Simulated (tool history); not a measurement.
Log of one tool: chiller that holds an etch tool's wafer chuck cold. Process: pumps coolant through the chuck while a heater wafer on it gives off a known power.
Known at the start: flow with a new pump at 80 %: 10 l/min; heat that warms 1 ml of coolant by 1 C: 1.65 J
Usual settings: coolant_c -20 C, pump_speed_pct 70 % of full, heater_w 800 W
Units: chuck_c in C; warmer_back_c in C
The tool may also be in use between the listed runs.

{"run": 1, "hour": 0.0, "coolant_c": -20, "pump_speed_pct": 70, "heater_w": 800, "chuck_c": -11.5, "warmer_back_c": 3.38}
{"run": 2, "hour": 31.6, "coolant_c": -20, "pump_speed_pct": 70, "heater_w": 800, "chuck_c": -11.6, "warmer_back_c": 3.42}
{"run": 3, "hour": 55.9, "coolant_c": -20, "pump_speed_pct": 70, "heater_w": 800, "chuck_c": -11.6, "warmer_back_c": 3.36}
{"run": 4, "hour": 79.7, "coolant_c": -20, "pump_speed_pct": 70, "heater_w": 800, "chuck_c": -11.7, "warmer_back_c": 3.39}
{"run": 5, "hour": 103.2, "coolant_c": -20, "pump_speed_pct": 70, "heater_w": 800, "chuck_c": -11.5, "warmer_back_c": 3.4}
{"run": 6, "hour": 143.0, "coolant_c": -20, "pump_speed_pct": 70, "heater_w": 800, "chuck_c": -11.7, "warmer_back_c": 3.35}
{"run": 7, "hour": 166.1, "coolant_c": -20, "pump_speed_pct": 70, "heater_w": 800, "chuck_c": -11.6, "warmer_back_c": 3.33}
{"run": 8, "hour": 206.1, "coolant_c": -20, "pump_speed_pct": 70, "heater_w": 800, "chuck_c": -11.6, "warmer_back_c": 3.34}
{"run": 9, "hour": 237.1, "coolant_c": -20, "pump_speed_pct": 70, "heater_w": 800, "chuck_c": -11.6, "warmer_back_c": 3.37}
{"run": 10, "hour": 262.3, "coolant_c": -20, "pump_speed_pct": 70, "heater_w": 800, "chuck_c": -11.7, "warmer_back_c": 3.38}
{"run": 11, "hour": 282.5, "coolant_c": -20, "pump_speed_pct": 70, "heater_w": 800, "chuck_c": -11.8, "warmer_back_c": 3.38}
{"run": 12, "hour": 299.1, "coolant_c": -20, "pump_speed_pct": 70, "heater_w": 800, "chuck_c": -11.6, "warmer_back_c": 3.33}
{"run": 13, "hour": 320.5, "coolant_c": -21, "pump_speed_pct": 86, "heater_w": 800, "chuck_c": -13.3, "warmer_back_c": 2.76}
{"run": 14, "hour": 337.6, "coolant_c": -21, "pump_speed_pct": 93, "heater_w": 800, "chuck_c": -13.7, "warmer_back_c": 2.58}
{"run": 15, "hour": 364.7, "coolant_c": -17, "pump_speed_pct": 79, "heater_w": 800, "chuck_c": -9.1, "warmer_back_c": 3.0}
{"run": 16, "hour": 392.7, "coolant_c": -17, "pump_speed_pct": 73, "heater_w": 939, "chuck_c": -7.4, "warmer_back_c": 3.79}
{"run": 17, "hour": 412.7, "coolant_c": -15, "pump_speed_pct": 95, "heater_w": 434, "chuck_c": -10.9, "warmer_back_c": 1.34}
{"run": 18, "hour": 435.7, "coolant_c": -16, "pump_speed_pct": 71, "heater_w": 734, "chuck_c": -8.3, "warmer_back_c": 3.08}
{"run": 19, "hour": 473.0, "coolant_c": -23, "pump_speed_pct": 78, "heater_w": 1054, "chuck_c": -12.4, "warmer_back_c": 4.01}
{"run": 20, "hour": 493.1, "coolant_c": -21, "pump_speed_pct": 78, "heater_w": 442, "chuck_c": -16.4, "warmer_back_c": 1.72}
{"run": 21, "hour": 516.2, "coolant_c": -20, "pump_speed_pct": 71, "heater_w": 718, "chuck_c": -12.4, "warmer_back_c": 3.02}
{"run": 22, "hour": 539.8, "coolant_c": -14, "pump_speed_pct": 64, "heater_w": 718, "chuck_c": -5.8, "warmer_back_c": 3.29}
{"run": 23, "hour": 559.1, "coolant_c": -15, "pump_speed_pct": 77, "heater_w": 775, "chuck_c": -7.3, "warmer_back_c": 2.95}

5 ways to go on from here, each from the tool as it stands after run 23. What would each give?
{"run": "A", "hour": 583.0, "coolant_c": -15, "pump_speed_pct": 61, "heater_w": 1005, "chuck_c": "?", "warmer_back_c": "?"}
{"run": "B", "hour": 583.0, "coolant_c": -23, "pump_speed_pct": 77, "heater_w": 775, "chuck_c": "?", "warmer_back_c": "?"}
{"run": "C", "hour": 583.0, "coolant_c": -26, "pump_speed_pct": 70, "heater_w": 618, "chuck_c": "?", "warmer_back_c": "?"}
{"run": "D", "hour": 583.0, "coolant_c": -17, "pump_speed_pct": 70, "heater_w": 668, "chuck_c": "?", "warmer_back_c": "?"}
{"run": "E", "hour": 583.0, "coolant_c": -29, "pump_speed_pct": 77, "heater_w": 775, "chuck_c": "?", "warmer_back_c": "?"}

run=A chuck_c=-3.5 warmer_back_c=4.90
run=B chuck_c=-15.2 warmer_back_c=3.01
run=C chuck_c=-19.3 warmer_back_c=2.64
run=D chuck_c=-10.0 warmer_back_c=2.87
run=E chuck_c=-21.3 warmer_back_c=3.00
Without the tool's hidden state the same runs would have given:
run=A chuck_c=-4.2 warmer_back_c=4.77
run=B chuck_c=-15.7 warmer_back_c=2.92
run=C chuck_c=-19.8 warmer_back_c=2.57
run=D chuck_c=-10.5 warmer_back_c=2.80
run=E chuck_c=-21.9 warmer_back_c=2.92

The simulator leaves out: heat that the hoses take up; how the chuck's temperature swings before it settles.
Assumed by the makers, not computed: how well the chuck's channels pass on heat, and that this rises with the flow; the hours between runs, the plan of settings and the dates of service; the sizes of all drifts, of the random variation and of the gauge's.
